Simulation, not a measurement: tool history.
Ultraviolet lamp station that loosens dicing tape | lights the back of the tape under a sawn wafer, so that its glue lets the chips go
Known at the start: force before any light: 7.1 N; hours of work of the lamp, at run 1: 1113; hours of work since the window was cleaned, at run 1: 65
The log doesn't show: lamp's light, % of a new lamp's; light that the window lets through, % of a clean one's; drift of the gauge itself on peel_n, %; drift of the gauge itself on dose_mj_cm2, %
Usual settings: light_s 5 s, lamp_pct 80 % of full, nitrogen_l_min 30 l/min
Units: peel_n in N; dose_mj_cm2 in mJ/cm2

run	hour	light_s	lamp_pct	nitrogen_l_min	hours of work of the lamp	hours of work since the window was cleaned	peel_n	dose_mj_cm2
1	0	5	80	30	1113	65	0.812	191
2	23.2	5	80	30	1127	79	0.859	186
3	51.2	5	80	30	1144	96	0.909	184
4	73	5	80	30	1157	109	0.912	186
5	118	5	80	30	1184	136	0.942	180
# hour 120.6: window cleaned of glue's vapour
6	146.3	5	80	37	1201	15	0.956	167
7	171.2	5	80	37	1216	30	0.99	165
8	196.6	8	80	30	1231	46	0.391	268
9	226.9	8	76	43	1249	64	0.391	245
10	257.1	8	76	43	1267	82	0.379	240
11	306.4	3	81	23	1297	112	2.58	95
# hour 328.4: window cleaned of glue's vapour, once more
12	349.9	9	94	13	1323	13	0.319	375
13	395.4	9	68	31	1350	40	0.385	262
14	425.1	9	68	31	1368	58	0.415	260
15	456.3	7	64	53	1387	77	0.655	182
16	487.2	3	73	30	1406	95	2.564	89

Forecast each of these 5 alternatives for the next run:
A	532.5	3	73	9	1433	123	?	?
B	532.5	3	86	30	1433	123	?	?
C	532.5	3	80	15	1433	123	?	?
D	532.5	3	73	27	1433	123	?	?
E	532.5	4	80	34	1433	123	?	?

run	peel_n	dose_mj_cm2
A	3.603	85
B	2.219	103
C	2.972	98
D	2.655	83
E	1.581	130
Without the tool's hidden state the same runs would have given:
run	peel_n	dose_mj_cm2
A	2.051	158
B	0.864	189
C	1.444	178
D	1.204	157
E	0.49	238
